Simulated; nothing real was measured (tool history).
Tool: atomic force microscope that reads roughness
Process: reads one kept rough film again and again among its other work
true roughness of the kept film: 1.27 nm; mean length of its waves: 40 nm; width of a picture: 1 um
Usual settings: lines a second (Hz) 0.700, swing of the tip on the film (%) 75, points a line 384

run   hour  lines a second (Hz)  swing of the tip on the film (%)  points a line  roughness of the kept film (nm (root mean square))
  1    0.0                0.700                                75            384                                               1.160
  2    9.5                0.700                                75            384                                               1.156
  3   18.4                0.700                                75            384                                               1.149
  4   24.9                2.910                                75            384                                               1.024
  5   35.5                2.910                                75            384                                               1.025
      37.5  -- new tip fitted
  6   45.2                0.700                                75            657                                               1.200
  7   52.1                0.700                                75            657                                               1.198
  8   57.6                0.700                                75            657                                               1.193
  9   66.3                0.700                                75            657                                               1.182
 10   70.9                0.700                                75            657                                               1.173
 11   77.3                0.700                                75            657                                               1.169
 12   87.8                0.700                                75            384                                               1.149
 13   96.7                0.700                                60            811                                               1.168
 14  104.3                3.079                                82            332                                               0.963
     114.6  -- new tip fitted
 15  114.6                1.712                                90            303                                               1.035
 16  124.2                0.614                                78            491                                               1.186
 17  130.8                0.925                                61            542                                               1.206
 18  138.4                0.925                                61            542                                               1.209
 19  143.2                0.599                                70            350                                               1.185
 20  150.5                2.910                                70            656                                               1.090
 21  158.6                2.910                                70            656                                               1.066
 22  166.7                0.962                                75            383                                               1.141
 23  172.8                0.962                                75            383                                               1.141

3 ways to go on from here, each from the tool as it stands after run 23. What would each give?
  A  180.5                0.955                                75            383                                                   ?
  B  180.5                2.967                                72            906                                                   ?
  C  180.5                0.628                                75            298                                                   ?

run  roughness of the kept film (nm (root mean square))
  A                                               1.128
  B                                               1.063
  C                                               1.143
Without the tool's hidden state the same runs would have given:
run  roughness of the kept film (nm (root mean square))
  A                                               1.179
  B                                               1.112
  C                                               1.196

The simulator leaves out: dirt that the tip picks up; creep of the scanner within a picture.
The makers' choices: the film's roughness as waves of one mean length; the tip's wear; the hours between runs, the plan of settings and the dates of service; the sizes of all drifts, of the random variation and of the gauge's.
